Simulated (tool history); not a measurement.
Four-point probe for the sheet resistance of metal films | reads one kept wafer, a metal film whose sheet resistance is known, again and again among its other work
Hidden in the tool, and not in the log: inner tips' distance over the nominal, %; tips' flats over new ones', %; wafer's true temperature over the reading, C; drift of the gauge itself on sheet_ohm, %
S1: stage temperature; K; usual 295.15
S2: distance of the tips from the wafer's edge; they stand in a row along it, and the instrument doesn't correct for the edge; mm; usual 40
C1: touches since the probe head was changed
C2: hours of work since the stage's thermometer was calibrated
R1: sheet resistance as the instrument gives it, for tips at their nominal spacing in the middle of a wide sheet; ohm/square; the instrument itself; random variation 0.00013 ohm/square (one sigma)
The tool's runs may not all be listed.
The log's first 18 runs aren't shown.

run 19 day=77.046 | S1=291.15 S2=46 | C1=71941 C2=447 | R1=0.672576
run 20 day=82.233 | S1=291.15 S2=46 | C1=77815 C2=515 | R1=0.672719
run 21 day=87.204 | S1=291.15 S2=46 | C1=83448 C2=581 | R1=0.672857
run 22 day=89.575 | S1=291.15 S2=5 | C1=86131 C2=612 | R1=0.695148
run 23 day=94.379 | S1=291.15 S2=5 | C1=91576 C2=675 | R1=0.695304
run 24 day=97.600 | S1=291.15 S2=5 | C1=95224 C2=718 | R1=0.695243
run 25 day=100.279 | S1=291.15 S2=5 | C1=98255 C2=753 | R1=0.695585
run 26 day=105.083 | S1=291.15 S2=5 | C1=103697 C2=816 | R1=0.695832
run 27 day=109.833 | S1=293.15 S2=11 | C1=109080 C2=879 | R1=0.676979

The next listed run, before its measurement:
run 28 day=115.379 | S1=306.15 S2=6 | C1=115360 C2=952 | R1=?

Run 28 gave R1 0.680947 ohm/square.
Without the tool's hidden state the same run would have given R1 0.677425 ohm/square.

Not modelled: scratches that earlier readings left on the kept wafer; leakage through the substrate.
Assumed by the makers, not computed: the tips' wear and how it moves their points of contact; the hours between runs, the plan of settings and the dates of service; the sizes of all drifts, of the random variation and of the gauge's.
